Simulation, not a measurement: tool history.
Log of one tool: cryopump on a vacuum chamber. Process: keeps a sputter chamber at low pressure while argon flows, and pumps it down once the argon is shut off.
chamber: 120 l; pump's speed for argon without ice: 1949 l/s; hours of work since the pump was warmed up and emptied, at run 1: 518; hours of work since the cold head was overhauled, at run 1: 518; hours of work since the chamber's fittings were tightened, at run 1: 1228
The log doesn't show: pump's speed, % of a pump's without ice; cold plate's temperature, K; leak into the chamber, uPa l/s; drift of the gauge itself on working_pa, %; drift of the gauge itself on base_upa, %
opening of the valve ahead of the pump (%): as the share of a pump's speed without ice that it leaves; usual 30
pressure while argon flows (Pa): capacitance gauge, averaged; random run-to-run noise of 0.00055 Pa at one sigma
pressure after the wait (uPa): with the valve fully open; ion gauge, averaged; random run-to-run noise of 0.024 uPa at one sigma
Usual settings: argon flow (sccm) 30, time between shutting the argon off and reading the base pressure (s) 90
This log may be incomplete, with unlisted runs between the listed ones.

| run | hour | argon flow (sccm) | time between shutting the argon off and reading the base pressure (s) | opening of the valve ahead of the pump (%) | hours of work since the pump was warmed up and emptied | hours of work since the cold head was overhauled | hours of work since the chamber's fittings were tightened | pressure while argon flows (Pa) | pressure after the wait (uPa) |
|---|---|---|---|---|---|---|---|---|---|
| 1 | 0 | 30 | 90 | 30 | 518 | 518 | 1228 | 0.0903 | 1.38 |
| 2 | 59.7 | 30 | 90 | 29 | 546 | 546 | 1256 | 0.0918 | 1.34 |
| 3 | 109.2 | 30 | 90 | 29 | 570 | 570 | 1280 | 0.0934 | 1.4 |
| 4 | 167.6 | 30 | 90 | 29 | 597 | 597 | 1307 | 0.0935 | 1.46 |
| 5 | 224.9 | 30 | 90 | 29 | 624 | 624 | 1334 | 0.0945 | 1.42 |
| 6 | 295.7 | 30 | 90 | 29 | 658 | 658 | 1368 | 0.0929 | 1.4 |
| 7 | 351 | 30 | 90 | 29 | 684 | 684 | 1394 | 0.0942 | 1.44 |
| 8 | 398.3 | 30 | 292 | 29 | 706 | 706 | 1416 | 0.0938 | 1 |
| 9 | 469.3 | 30 | 292 | 29 | 740 | 740 | 1450 | 0.0953 | 1 |
| 10 | 524 | 30 | 292 | 29 | 766 | 766 | 1476 | 0.0947 | 1.01 |
| 11 | 563.8 | 30 | 90 | 30 | 785 | 785 | 1495 | 0.0926 | 1.55 |
| 12 | 616.8 | 30 | 90 | 30 | 810 | 810 | 1520 | 0.0925 | 1.49 |
| 13 | 683.2 | 30 | 90 | 30 | 841 | 841 | 1551 | 0.0921 | 1.58 |
| 14 | 727 | 30 | 90 | 30 | 862 | 862 | 1572 | 0.0934 | 1.53 |
| 15 | 792.1 | 30 | 90 | 30 | 893 | 893 | 1603 | 0.0928 | 1.58 |
| 16 | 845.8 | 30 | 90 | 31 | 918 | 918 | 1628 | 0.09 | 1.51 |
| 17 | 879 | 30 | 90 | 30 | 934 | 934 | 1644 | 0.0925 | 1.59 |
| 18 | 921.6 | 25 | 99 | 42 | 954 | 954 | 1664 | 0.0564 | 1.54 |
| 19 | 965.3 | 25 | 99 | 42 | 975 | 975 | 1685 | 0.0564 | 1.63 |
| 20 | 1003.8 | 30 | 74 | 40 | 993 | 993 | 1703 | 0.071 | 1.81 |

What will run 21 give?
| 21 | 1040.5 | 12 | 21 | 42 | 1010 | 1010 | 1720 | ? | ? |

Run 21 gave pressure while argon flows (Pa) 0.0279, pressure after the wait (uPa) 4.08.
If the tool had no hidden condition, the same run with the same run-to-run variation would have returned pressure while argon flows (Pa) 0.0251, pressure after the wait (uPa) 3.26.
